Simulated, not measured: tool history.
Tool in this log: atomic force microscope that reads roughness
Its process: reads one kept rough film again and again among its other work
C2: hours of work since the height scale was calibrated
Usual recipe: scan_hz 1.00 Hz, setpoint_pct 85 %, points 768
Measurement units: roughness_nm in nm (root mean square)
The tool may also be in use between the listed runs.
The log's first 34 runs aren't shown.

run 35 hour=259.2 | scan_hz=1.00 setpoint_pct=69 points=298 | pictures_with_this_tip=294 C2=19 | roughness_nm=2.784
run 36 hour=266.5 | scan_hz=0.72 setpoint_pct=82 points=963 | pictures_with_this_tip=306 C2=24 | roughness_nm=2.757
run 37 hour=275.4 | scan_hz=0.72 setpoint_pct=82 points=963 | pictures_with_this_tip=321 C2=30 | roughness_nm=2.776
run 38 hour=279.8 | scan_hz=0.72 setpoint_pct=82 points=963 | pictures_with_this_tip=328 C2=33 | roughness_nm=2.771
run 39 hour=285.0 | scan_hz=1.00 setpoint_pct=85 points=606 | pictures_with_this_tip=337 C2=37 | roughness_nm=2.682
run 40 hour=293.9 | scan_hz=1.00 setpoint_pct=85 points=606 | pictures_with_this_tip=351 C2=43 | roughness_nm=2.672
-- hour=297.1 new tip fitted
run 41 hour=304.7 | scan_hz=1.00 setpoint_pct=85 points=606 | pictures_with_this_tip=13 C2=50 | roughness_nm=2.821
run 42 hour=312.4 | scan_hz=1.00 setpoint_pct=85 points=411 | pictures_with_this_tip=25 C2=55 | roughness_nm=2.823
run 43 hour=323.3 | scan_hz=0.63 setpoint_pct=68 points=768 | pictures_with_this_tip=43 C2=63 | roughness_nm=2.989
run 44 hour=330.6 | scan_hz=1.95 setpoint_pct=64 points=411 | pictures_with_this_tip=55 C2=68 | roughness_nm=2.884
run 45 hour=336.2 | scan_hz=3.95 setpoint_pct=64 points=552 | pictures_with_this_tip=65 C2=72 | roughness_nm=2.754
run 46 hour=346.4 | scan_hz=3.95 setpoint_pct=64 points=552 | pictures_with_this_tip=82 C2=78 | roughness_nm=2.758

Alternative continuations, all from the tool just after run 46; predict every row:
run A hour=356.3 | scan_hz=3.57 setpoint_pct=66 points=548 | pictures_with_this_tip=98 C2=85 | roughness_nm=?
run B hour=356.3 | scan_hz=2.01 setpoint_pct=89 points=768 | pictures_with_this_tip=98 C2=85 | roughness_nm=?
run C hour=356.3 | scan_hz=1.35 setpoint_pct=61 points=330 | pictures_with_this_tip=98 C2=85 | roughness_nm=?
run D hour=356.3 | scan_hz=1.00 setpoint_pct=87 points=768 | pictures_with_this_tip=98 C2=85 | roughness_nm=?

run=A roughness_nm=2.733
run=B roughness_nm=2.528
run=C roughness_nm=2.929
run=D roughness_nm=2.777
Without the tool's unlogged condition, the same runs would have read:
run=A roughness_nm=2.792
run=B roughness_nm=2.583
run=C roughness_nm=2.992
run=D roughness_nm=2.837

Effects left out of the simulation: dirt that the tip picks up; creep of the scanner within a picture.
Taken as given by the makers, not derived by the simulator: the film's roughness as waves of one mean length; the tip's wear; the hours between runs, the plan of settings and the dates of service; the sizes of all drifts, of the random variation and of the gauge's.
